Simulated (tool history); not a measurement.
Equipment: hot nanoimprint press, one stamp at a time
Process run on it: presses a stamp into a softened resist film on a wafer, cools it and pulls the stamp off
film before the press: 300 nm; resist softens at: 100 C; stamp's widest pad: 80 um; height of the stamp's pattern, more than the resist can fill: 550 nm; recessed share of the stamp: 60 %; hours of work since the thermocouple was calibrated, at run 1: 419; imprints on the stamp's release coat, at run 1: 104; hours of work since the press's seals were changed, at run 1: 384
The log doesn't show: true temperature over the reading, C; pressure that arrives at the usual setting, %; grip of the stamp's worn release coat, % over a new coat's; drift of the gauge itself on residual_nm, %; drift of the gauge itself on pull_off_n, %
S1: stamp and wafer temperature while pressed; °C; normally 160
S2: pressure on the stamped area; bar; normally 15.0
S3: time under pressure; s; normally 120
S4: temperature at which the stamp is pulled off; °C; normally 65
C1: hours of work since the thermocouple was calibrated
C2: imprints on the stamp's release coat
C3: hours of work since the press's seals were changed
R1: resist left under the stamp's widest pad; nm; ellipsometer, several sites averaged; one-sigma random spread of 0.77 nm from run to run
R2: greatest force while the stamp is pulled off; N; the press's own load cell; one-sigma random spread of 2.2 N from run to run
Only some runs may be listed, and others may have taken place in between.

run 1 hour=0.0 | S1=160 S2=15.0 S3=120 S4=65 | C1=419 C2=104 C3=384 | R1=173.3 R2=195
-- hour=43.0 plate thermocouple calibrated
run 2 hour=46.0 | S1=160 S2=15.0 S3=120 S4=65 | C1=2 C2=192 C3=409 | R1=177.9 R2=197
run 3 hour=73.9 | S1=172 S2=15.0 S3=120 S4=65 | C1=18 C2=249 C3=425 | R1=121.8 R2=200
run 4 hour=98.8 | S1=172 S2=15.0 S3=120 S4=65 | C1=33 C2=300 C3=440 | R1=122.6 R2=199
run 5 hour=122.6 | S1=160 S2=18.0 S3=120 S4=65 | C1=46 C2=349 C3=454 | R1=165.4 R2=205
run 6 hour=142.5 | S1=160 S2=15.0 S3=62 S4=65 | C1=58 C2=389 C3=465 | R1=213.0 R2=206
run 7 hour=186.6 | S1=160 S2=15.0 S3=62 S4=65 | C1=84 C2=479 C3=491 | R1=212.0 R2=210
run 8 hour=206.2 | S1=160 S2=15.0 S3=62 S4=65 | C1=95 C2=519 C3=502 | R1=211.8 R2=214
run 9 hour=229.8 | S1=160 S2=15.0 S3=120 S4=65 | C1=109 C2=568 C3=516 | R1=179.3 R2=215
run 10 hour=251.9 | S1=160 S2=10.9 S3=120 S4=65 | C1=122 C2=613 C3=529 | R1=201.3 R2=217
-- hour=261.8 stamp cleaned and given a new release coat
-- hour=268.1 plate thermocouple calibrated, once more
run 11 hour=284.0 | S1=154 S2=11.6 S3=120 S4=65 | C1=9 C2=39 C3=542 | R1=221.2 R2=190
run 12 hour=310.4 | S1=154 S2=13.7 S3=120 S4=52 | C1=25 C2=93 C3=558 | R1=209.0 R2=264
run 13 hour=344.7 | S1=160 S2=11.2 S3=120 S4=65 | C1=45 C2=163 C3=578 | R1=192.9 R2=190
run 14 hour=384.6 | S1=165 S2=15.0 S3=120 S4=65 | C1=68 C2=244 C3=601 | R1=146.8 R2=193
run 15 hour=428.5 | S1=160 S2=9.0 S3=239 S4=65 | C1=93 C2=334 C3=626 | R1=171.5 R2=199
run 16 hour=456.2 | S1=160 S2=9.0 S3=239 S4=65 | C1=109 C2=391 C3=643 | R1=170.9 R2=202
run 17 hour=492.6 | S1=169 S2=21.9 S3=239 S4=65 | C1=131 C2=465 C3=664 | R1=82.6 R2=201

Selected run-to-run steps in R1, each split into two signed amounts: the part the tool would show with no hidden state at all (from settings, incoming material and random variation), and the remainder, which goes to the hidden state together with any gauge scatter not common to the measured and the hidden-state-free results:
Run 10 -> 11: S1 160 -> 154, S2 10.9 -> 11.6, stamp cleaned and given a new release coat, plate thermocouple calibrated, once more. R1 +19.9 nm: hidden state -8.5, all else +28.4.
Run 16 -> 17: S1 160 -> 169, S2 9.0 -> 21.9. R1 -88.3 nm: hidden state -0.3, all else -88.0.
